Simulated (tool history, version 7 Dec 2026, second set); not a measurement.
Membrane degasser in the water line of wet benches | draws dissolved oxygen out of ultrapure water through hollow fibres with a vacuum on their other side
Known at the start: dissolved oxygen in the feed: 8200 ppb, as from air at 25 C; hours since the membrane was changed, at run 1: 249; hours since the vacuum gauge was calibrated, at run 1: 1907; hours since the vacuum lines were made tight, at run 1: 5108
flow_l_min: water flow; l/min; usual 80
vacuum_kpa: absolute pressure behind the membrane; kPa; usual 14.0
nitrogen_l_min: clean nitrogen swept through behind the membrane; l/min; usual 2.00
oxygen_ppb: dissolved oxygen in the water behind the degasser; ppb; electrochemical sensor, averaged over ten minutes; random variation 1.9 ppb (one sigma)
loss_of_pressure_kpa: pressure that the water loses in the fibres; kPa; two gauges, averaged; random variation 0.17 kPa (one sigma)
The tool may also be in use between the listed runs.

run,hour,flow_l_min,vacuum_kpa,nitrogen_l_min,hours since the membrane was changed,hours since the vacuum gauge was calibrated,hours since the vacuum lines were made tight,oxygen_ppb,loss_of_pressure_kpa
1,0.0,80,14.0,2.00,249,1907,5108,803.7,28.47
2,111.0,80,14.0,2.00,360,2018,5219,798.2,28.33
3,312.6,91,14.0,2.00,562,2220,5421,877.5,32.54
4,523.6,91,14.0,2.00,773,2431,5632,883.1,32.07
5,673.3,91,14.0,2.00,922,2580,5781,881.1,32.14
6,823.5,80,14.0,2.00,1073,2731,5932,802.8,28.37
7,975.6,80,11.6,2.00,1225,2883,6084,631.5,29.00
8,1166.3,80,34.9,2.00,1415,3073,6274,2008.6,28.46
9,1429.7,80,14.0,2.00,1679,3337,6538,797.0,28.63
# hour 1664.3: seals of the vacuum lines changed
10,1681.8,80,14.0,2.00,1929,3587,17,794.6,28.52
11,1837.0,80,14.0,2.00,2084,3742,173,796.5,28.51
12,2032.1,80,14.0,2.00,2279,3937,368,793.3,28.48
# hour 2249.3: vacuum gauge calibrated
13,2272.7,80,17.7,2.00,2519,23,608,1031.3,28.32
14,2514.2,54,17.7,2.00,2761,265,849,766.5,19.37
15,2692.8,54,17.7,2.00,2939,443,1028,767.9,19.35
16,2857.2,54,17.7,2.00,3104,608,1192,765.3,19.20
17,2981.6,83,17.7,2.00,3228,732,1317,1058.8,29.89
18,3244.1,80,14.0,1.43,3491,995,1579,1004.8,28.29
19,3490.6,80,14.0,1.43,3737,1241,1826,1007.7,28.15
20,3628.1,80,21.8,1.33,3875,1379,1963,1690.7,28.24
21,3772.5,67,14.0,2.66,4019,1523,2108,547.8,23.68
22,3902.1,80,14.0,0.88,4149,1653,2237,1370.6,28.33
23,4049.2,80,14.0,0.88,4296,1800,2384,1365.7,28.45
24,4184.0,52,25.9,3.69,4431,1935,2519,675.6,18.60
25,4387.7,52,25.9,3.69,4634,2138,2723,671.1,18.23
26,4570.9,64,14.0,2.00,4818,2322,2906,664.4,22.70
27,4710.7,64,30.7,4.57,4957,2461,3046,797.2,22.76
28,4934.5,50,14.3,1.35,5181,2685,3270,758.8,18.12
29,5141.5,50,31.8,5.31,5388,2892,3477,585.5,18.05
# hour 5256.7: gauge calibrated
30,5256.7,48,16.2,1.60,5503,3007,3592,760.3,17.14
31,5463.2,99,10.7,0.88,5710,3214,3798,1138.2,35.18
32,5627.9,121,33.6,2.00,5875,3379,3963,2534.9,43.29
33,5767.3,72,20.6,2.00,6014,3518,4102,1135.4,25.62

Forecast each of these 3 alternatives for the next run:
A,5958.9,80,30.5,2.00,6206,3710,4294,?,?
B,5958.9,100,16.7,1.75,6206,3710,4294,?,?
C,5958.9,88,20.6,1.13,6206,3710,4294,?,?

run,oxygen_ppb,loss_of_pressure_kpa
A,1788.1,28.50
B,1263.9,35.36
C,1897.4,31.29
Without the tool's hidden state the same runs would have given:
run,oxygen_ppb,loss_of_pressure_kpa
A,1792.2,28.49
B,1266.7,35.33
C,1901.8,31.27
